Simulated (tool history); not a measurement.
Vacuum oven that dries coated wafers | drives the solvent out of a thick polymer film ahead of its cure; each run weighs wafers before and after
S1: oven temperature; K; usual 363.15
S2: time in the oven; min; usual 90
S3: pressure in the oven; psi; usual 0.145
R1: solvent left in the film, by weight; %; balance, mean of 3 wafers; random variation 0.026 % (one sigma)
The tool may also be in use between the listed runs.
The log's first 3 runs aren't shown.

run     day      S1   S2     S3    R1
  4   2.125  365.15   90  0.145  1.14
  5   2.504  365.15   90  0.145  1.12
  6   3.208  365.15   90  0.145  1.17
  7   3.896  351.15   90  0.145  3.85
  8   4.704  351.15   90  0.145  3.89
  9   5.283  351.15   90  0.145  3.84
 10   5.738  364.15   90  0.145  1.28
 11   6.542  364.15   90  0.145  1.30
 12   6.938  364.15   90  0.145  1.28
 13   7.654  363.15   90  0.112  1.31
 14   8.358  363.15   90  0.112  1.29
 15   9.112  368.15   90  0.145  0.86
 16   9.538  368.15   90  0.145  0.92
 17  10.196  368.15   90  0.145  0.89
 18  10.642  368.15   90  0.145  0.90
 19  11.488  368.15   90  0.145  0.90
 20  12.333  368.15   90  0.145  0.88
 21  12.817  368.15  160  0.145  0.57
     13.467  -- oven's thermocouples calibrated
 22  13.467  368.15  160  0.145  0.52
 23  13.846  363.15   90  0.145  1.16

The next listed run, before its measurement:
 24  14.654  361.15  46  0.158   ?

R1: 3.60 %
Without the tool's hidden state the same run would have given R1 3.44 %.
